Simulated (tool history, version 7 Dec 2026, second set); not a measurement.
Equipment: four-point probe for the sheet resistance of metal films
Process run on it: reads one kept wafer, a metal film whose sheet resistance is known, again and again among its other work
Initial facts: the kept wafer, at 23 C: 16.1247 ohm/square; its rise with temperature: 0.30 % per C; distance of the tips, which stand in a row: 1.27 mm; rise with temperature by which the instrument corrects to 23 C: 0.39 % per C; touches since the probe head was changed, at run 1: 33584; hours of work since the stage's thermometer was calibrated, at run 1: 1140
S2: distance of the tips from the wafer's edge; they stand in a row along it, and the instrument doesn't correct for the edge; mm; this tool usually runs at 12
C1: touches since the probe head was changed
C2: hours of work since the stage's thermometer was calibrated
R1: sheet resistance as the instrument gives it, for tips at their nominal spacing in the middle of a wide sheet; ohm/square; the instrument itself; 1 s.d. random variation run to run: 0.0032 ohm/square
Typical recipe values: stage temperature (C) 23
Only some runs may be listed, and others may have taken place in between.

run 1 hour=0.0 | stage_temperature_(C)=23 S2=12 | C1=33584 C2=1140 | R1=16.183428
run 2 hour=63.4 | stage_temperature_(C)=23 S2=12 | C1=35952 C2=1170 | R1=16.181415
run 3 hour=95.9 | stage_temperature_(C)=23 S2=12 | C1=37165 C2=1185 | R1=16.179046
run 4 hour=142.1 | stage_temperature_(C)=23 S2=6 | C1=38888 C2=1206 | R1=16.465271
run 5 hour=195.2 | stage_temperature_(C)=23 S2=8 | C1=40870 C2=1230 | R1=16.295029
run 6 hour=251.3 | stage_temperature_(C)=31 S2=12 | C1=42964 C2=1256 | R1=16.062858
run 7 hour=317.4 | stage_temperature_(C)=31 S2=12 | C1=45434 C2=1287 | R1=16.067355
run 8 hour=358.0 | stage_temperature_(C)=31 S2=12 | C1=46947 C2=1305 | R1=16.058756
run 9 hour=402.1 | stage_temperature_(C)=31 S2=12 | C1=48592 C2=1326 | R1=16.049909
run 10 hour=437.7 | stage_temperature_(C)=31 S2=12 | C1=49921 C2=1342 | R1=16.056619
run 11 hour=470.6 | stage_temperature_(C)=31 S2=12 | C1=51150 C2=1357 | R1=16.053495
run 12 hour=501.9 | stage_temperature_(C)=21 S2=12 | C1=52320 C2=1372 | R1=16.186636
run 13 hour=554.2 | stage_temperature_(C)=21 S2=12 | C1=54273 C2=1396 | R1=16.189141
run 14 hour=591.0 | stage_temperature_(C)=20 S2=5 | C1=55644 C2=1413 | R1=16.640489
run 15 hour=644.5 | stage_temperature_(C)=20 S2=5 | C1=57644 C2=1437 | R1=16.636967
run 16 hour=704.7 | stage_temperature_(C)=20 S2=5 | C1=59889 C2=1465 | R1=16.638723
run 17 hour=761.6 | stage_temperature_(C)=25 S2=30 | C1=62014 C2=1491 | R1=16.049526
run 18 hour=795.3 | stage_temperature_(C)=25 S2=30 | C1=63272 C2=1507 | R1=16.044974
run 19 hour=858.1 | stage_temperature_(C)=22 S2=12 | C1=65617 C2=1536 | R1=16.168767
run 20 hour=893.7 | stage_temperature_(C)=32 S2=57 | C1=66946 C2=1552 | R1=15.930432
run 21 hour=930.3 | stage_temperature_(C)=27 S2=30 | C1=68309 C2=1569 | R1=16.009345
run 22 hour=996.5 | stage_temperature_(C)=27 S2=30 | C1=70782 C2=1599 | R1=16.013181
run 23 hour=1060.5 | stage_temperature_(C)=28 S2=8 | C1=73171 C2=1629 | R1=16.186619
run 24 hour=1107.7 | stage_temperature_(C)=28 S2=8 | C1=74933 C2=1651 | R1=16.184132
run 25 hour=1153.9 | stage_temperature_(C)=24 S2=4 | C1=76657 C2=1672 | R1=16.847519

Predict each of these 4 candidate next runs independently; none follows another, all start after run 25:
run A hour=1208.1 | stage_temperature_(C)=18 S2=45 | C1=78681 C2=1697 | R1=?
run B hour=1208.1 | stage_temperature_(C)=33 S2=6 | C1=78681 C2=1697 | R1=?
run C hour=1208.1 | stage_temperature_(C)=24 S2=8 | C1=78681 C2=1697 | R1=?
run D hour=1208.1 | stage_temperature_(C)=22 S2=4 | C1=78681 C2=1697 | R1=?

run=A R1=16.113479
run=B R1=16.275349
run=C R1=16.237065
run=D R1=16.872256
Stripped of hidden state, with their random variation kept, the same runs would have yielded:
run=A R1=16.200405
run=B R1=16.363336
run=C R1=16.324710
run=D R1=16.962965

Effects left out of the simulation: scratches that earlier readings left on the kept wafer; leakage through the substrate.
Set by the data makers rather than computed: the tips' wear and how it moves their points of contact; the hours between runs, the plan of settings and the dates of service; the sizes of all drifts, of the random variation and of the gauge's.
